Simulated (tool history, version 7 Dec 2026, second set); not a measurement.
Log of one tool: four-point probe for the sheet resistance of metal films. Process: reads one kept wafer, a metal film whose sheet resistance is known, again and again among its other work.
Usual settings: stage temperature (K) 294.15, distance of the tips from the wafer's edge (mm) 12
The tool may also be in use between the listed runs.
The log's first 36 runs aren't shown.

run     day  stage temperature (K)  distance of the tips from the wafer's edge (mm)  sheet resistance as the instrument gives it (ohm/square)
 37  28.529                 302.15                                               27                                                  0.038765
 38  29.125                 297.15                                               70                                                  0.038845
 39  29.708                 297.15                                               70                                                  0.038868
 40  30.342                 297.15                                               70                                                  0.038877
 41  31.138                 296.15                                               28                                                  0.038874
 42  31.825                 306.15                                                6                                                  0.038826
 43  32.467                 299.15                                               23                                                  0.038811
 44  33.483                 307.15                                               23                                                  0.038678
 45  34.412                 304.15                                               23                                                  0.038725

3 ways to go on from here, each from the tool as it stands after run 45. What would each give?
  A  35.325                 306.15                                                6                                                         ?
  B  35.325                 295.15                                                3                                                         ?
  C  35.325                 302.15                                               25                                                         ?

run  sheet resistance as the instrument gives it (ohm/square)
  A                                                  0.038815
  B                                                  0.039441
  C                                                  0.038758
Without the tool's hidden state the same runs would have given:
run  sheet resistance as the instrument gives it (ohm/square)
  A                                                  0.039063
  B                                                  0.039693
  C                                                  0.039005

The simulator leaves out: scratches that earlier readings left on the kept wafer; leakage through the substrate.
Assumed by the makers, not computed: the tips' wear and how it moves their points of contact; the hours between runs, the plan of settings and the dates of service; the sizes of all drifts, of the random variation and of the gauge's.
